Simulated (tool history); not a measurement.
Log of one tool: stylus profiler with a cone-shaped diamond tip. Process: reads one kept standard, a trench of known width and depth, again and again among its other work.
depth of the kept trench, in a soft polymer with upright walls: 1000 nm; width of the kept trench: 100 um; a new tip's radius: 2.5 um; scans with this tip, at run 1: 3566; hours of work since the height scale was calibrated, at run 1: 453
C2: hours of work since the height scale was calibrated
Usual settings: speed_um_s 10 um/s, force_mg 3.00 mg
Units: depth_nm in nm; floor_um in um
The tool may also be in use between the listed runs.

Run 1, hour 0.0: usual settings; scans with this tip 3566; C2 453. Result: depth_nm 1021.43 nm, floor_um 95.32 um.
Run 2, hour 29.0: usual settings; scans with this tip 3730; C2 474. Result: depth_nm 1021.16 nm, floor_um 95.31 um.
Run 3, hour 80.1: usual settings but speed_um_s 20 um/s; scans with this tip 4019; C2 510. Result: depth_nm 1021.73 nm, floor_um 95.18 um.
Run 4, hour 112.7: usual settings but speed_um_s 14 um/s; scans with this tip 4204; C2 534. Result: depth_nm 1021.57 nm, floor_um 95.21 um.
Run 5, hour 179.0: usual settings but speed_um_s 14 um/s; scans with this tip 4579; C2 581. Result: depth_nm 1021.73 nm, floor_um 95.16 um.
Run 6, hour 239.0: usual settings but speed_um_s 14 um/s; scans with this tip 4919; C2 625. Result: depth_nm 1022.07 nm, floor_um 95.12 um.
Run 7, hour 285.9: usual settings but speed_um_s 14 um/s; scans with this tip 5184; C2 658. Result: depth_nm 1022.10 nm, floor_um 95.09 um.
Run 8, hour 314.2: usual settings but force_mg 1.87 mg; scans with this tip 5345; C2 679. Result: depth_nm 1016.61 nm, floor_um 95.03 um.
Run 9, hour 358.7: usual settings but force_mg 2.23 mg; scans with this tip 5596; C2 711. Result: depth_nm 1018.67 nm, floor_um 95.05 um.
Run 10, hour 427.1: usual settings but force_mg 3.56 mg; scans with this tip 5984; C2 760. Result: depth_nm 1024.47 nm, floor_um 95.00 um.
Run 11, hour 475.9: usual settings but force_mg 3.56 mg; scans with this tip 6261; C2 795. Result: depth_nm 1024.64 nm, floor_um 94.95 um.
Run 12, hour 537.8: usual settings but force_mg 3.56 mg; scans with this tip 6611; C2 839. Result: depth_nm 1024.91 nm, floor_um 94.86 um.
Run 13, hour 583.5: usual settings but speed_um_s 14 um/s, force_mg 2.23 mg; scans with this tip 6869; C2 872. Result: depth_nm 1018.97 nm, floor_um 94.80 um.
Run 14, hour 631.8: usual settings but speed_um_s 14 um/s, force_mg 2.23 mg; scans with this tip 7143; C2 907. Result: depth_nm 1018.97 nm, floor_um 94.78 um.
At hour 638.5: height scale calibrated on a step standard.
Run 15, hour 669.8: usual settings but speed_um_s 14 um/s, force_mg 2.23 mg; scans with this tip 7356; C2 22. Result: depth_nm 1020.27 nm, floor_um 94.76 um.
Run 16, hour 708.0: usual settings but speed_um_s 29 um/s, force_mg 3.37 mg; scans with this tip 7572; C2 50. Result: depth_nm 1025.64 nm, floor_um 94.68 um.
Run 17, hour 747.8: usual settings but speed_um_s 29 um/s, force_mg 3.37 mg; scans with this tip 7797; C2 79. Result: depth_nm 1025.89 nm, floor_um 94.64 um.
Run 18, hour 789.2: usual settings but speed_um_s 36 um/s, force_mg 1.02 mg; scans with this tip 8031; C2 108. Result: depth_nm 1014.10 nm, floor_um 94.48 um.
At hour 795.6: height scale calibrated on a step standard, once more.
Run 19, hour 832.9: usual settings but speed_um_s 6 um/s, force_mg 1.31 mg; scans with this tip 8276; C2 27. Result: depth_nm 1011.07 nm, floor_um 94.66 um.
Run 20, hour 880.8: usual settings but speed_um_s 6 um/s, force_mg 1.31 mg; scans with this tip 8547; C2 61. Result: depth_nm 1011.27 nm, floor_um 94.70 um.
Run 21, hour 949.9: usual settings but speed_um_s 6 um/s, force_mg 1.31 mg; scans with this tip 8938; C2 111. Result: depth_nm 1011.32 nm, floor_um 94.61 um.
Run 22, hour 1010.8: usual settings but speed_um_s 8 um/s, force_mg 3.25 mg; scans with this tip 9283; C2 155. Result: depth_nm 1020.94 nm, floor_um 94.53 um.
Run 23, hour 1079.4: usual settings but speed_um_s 3 um/s, force_mg 3.16 mg; scans with this tip 9672; C2 204. Result: depth_nm 1020.61 nm, floor_um 94.50 um.
Run 24, hour 1115.1: usual settings but speed_um_s 12 um/s, force_mg 6.07 mg; scans with this tip 9874; C2 230. Result: depth_nm 1031.80 nm, floor_um 94.48 um.

Some steps in depth_nm between neighbouring runs. How much of each would the tool show without its hidden state too (settings, what came in, random variation), and how much is left for the hidden state, with any gauge scatter that isn't in both results?
The hidden state here: radius of the tip, um; height scale over the true one, %; drift of the gauge itself on depth_nm, %; drift of the gauge itself on floor_um, %.
Run 14 -> 15: height scale calibrated on a step standard. depth_nm +1.30 nm: hidden state +1.61, all else -0.31.
Run 17 -> 18: speed_um_s 29 -> 36, force_mg 3.37 -> 1.02. depth_nm -11.79 nm: hidden state +0.01, all else -11.80.
Run 18 -> 19: speed_um_s 36 -> 6, force_mg 1.02 -> 1.31, height scale calibrated on a step standard, once more. depth_nm -3.03 nm: hidden state -4.69, all else +1.66.
Run 23 -> 24: speed_um_s 3 -> 12, force_mg 3.16 -> 6.07. depth_nm +11.19 nm: hidden state +0.06, all else +11.13.

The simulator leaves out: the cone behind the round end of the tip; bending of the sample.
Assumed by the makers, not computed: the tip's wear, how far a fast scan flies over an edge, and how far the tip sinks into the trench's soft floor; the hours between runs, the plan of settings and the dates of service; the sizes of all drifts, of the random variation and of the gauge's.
